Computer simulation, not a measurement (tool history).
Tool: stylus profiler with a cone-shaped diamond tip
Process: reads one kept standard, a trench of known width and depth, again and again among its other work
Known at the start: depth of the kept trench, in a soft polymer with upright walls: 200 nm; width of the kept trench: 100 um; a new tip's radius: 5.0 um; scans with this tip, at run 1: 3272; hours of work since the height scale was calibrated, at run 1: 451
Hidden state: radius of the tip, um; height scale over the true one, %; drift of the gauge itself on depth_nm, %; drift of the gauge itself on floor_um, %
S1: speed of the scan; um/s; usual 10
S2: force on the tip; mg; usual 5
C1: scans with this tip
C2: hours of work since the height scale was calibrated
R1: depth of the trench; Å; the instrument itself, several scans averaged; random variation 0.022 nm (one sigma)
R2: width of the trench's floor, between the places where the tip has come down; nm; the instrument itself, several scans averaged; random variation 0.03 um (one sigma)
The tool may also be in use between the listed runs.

{"run": 1, "hour": 0.0, "S1": 10, "S2": 5, "C1": 3272, "C2": 451, "R1": 2051.2, "R2": 96750}
{"run": 2, "hour": 38.3, "S1": 31, "S2": 5, "C1": 3428, "C2": 472, "R1": 2051.4, "R2": 96700}
{"run": 3, "hour": 62.0, "S1": 31, "S2": 5, "C1": 3525, "C2": 486, "R1": 2051.2, "R2": 96680}
{"run": 4, "hour": 97.4, "S1": 31, "S2": 4.87, "C1": 3669, "C2": 506, "R1": 2050.1, "R2": 96670}
{"run": 5, "hour": 129.6, "S1": 10, "S2": 5, "C1": 3801, "C2": 524, "R1": 2051.2, "R2": 96730}
{"run": 6, "hour": 169.5, "S1": 10, "S2": 5, "C1": 3964, "C2": 546, "R1": 2050.8, "R2": 96660}
{"run": 7, "hour": 203.0, "S1": 10, "S2": 5, "C1": 4101, "C2": 565, "R1": 2050.9, "R2": 96650}
{"run": 8, "hour": 241.3, "S1": 10, "S2": 5, "C1": 4257, "C2": 587, "R1": 2050.5, "R2": 96690}
{"run": 9, "hour": 272.4, "S1": 2, "S2": 2.22, "C1": 4384, "C2": 604, "R1": 2028.6, "R2": 96670}
{"run": 10, "hour": 311.8, "S1": 2, "S2": 1.78, "C1": 4545, "C2": 626, "R1": 2024.6, "R2": 96670}
{"run": 11, "hour": 347.5, "S1": 2, "S2": 1.78, "C1": 4691, "C2": 646, "R1": 2024.5, "R2": 96580}
{"run": 12, "hour": 387.2, "S1": 17, "S2": 2.49, "C1": 4853, "C2": 669, "R1": 2031.2, "R2": 96590}
{"run": 13, "hour": 406.2, "S1": 27, "S2": 7.97, "C1": 4931, "C2": 680, "R1": 2069.9, "R2": 96560}

Forecast each of these 4 alternatives for the next run:
{"run": "A", "hour": 424.8, "S1": 6, "S2": 7.97, "C1": 5007, "C2": 690, "R1": "?", "R2": "?"}
{"run": "B", "hour": 424.8, "S1": 18, "S2": 11.42, "C1": 5007, "C2": 690, "R1": "?", "R2": "?"}
{"run": "C", "hour": 424.8, "S1": 4, "S2": 13.2, "C1": 5007, "C2": 690, "R1": "?", "R2": "?"}
{"run": "D", "hour": 424.8, "S1": 4, "S2": 7.03, "C1": 5007, "C2": 690, "R1": "?", "R2": "?"}

run=A R1=2069.8 R2=96610
run=B R1=2089.2 R2=96530
run=C R1=2098.4 R2=96600
run=D R1=2064.1 R2=96630
Without the tool's hidden state the same runs would have given:
run=A R1=2072 R2=97230
run=B R1=2091.4 R2=97150
run=C R1=2100.5 R2=97230
run=D R1=2066.2 R2=97260
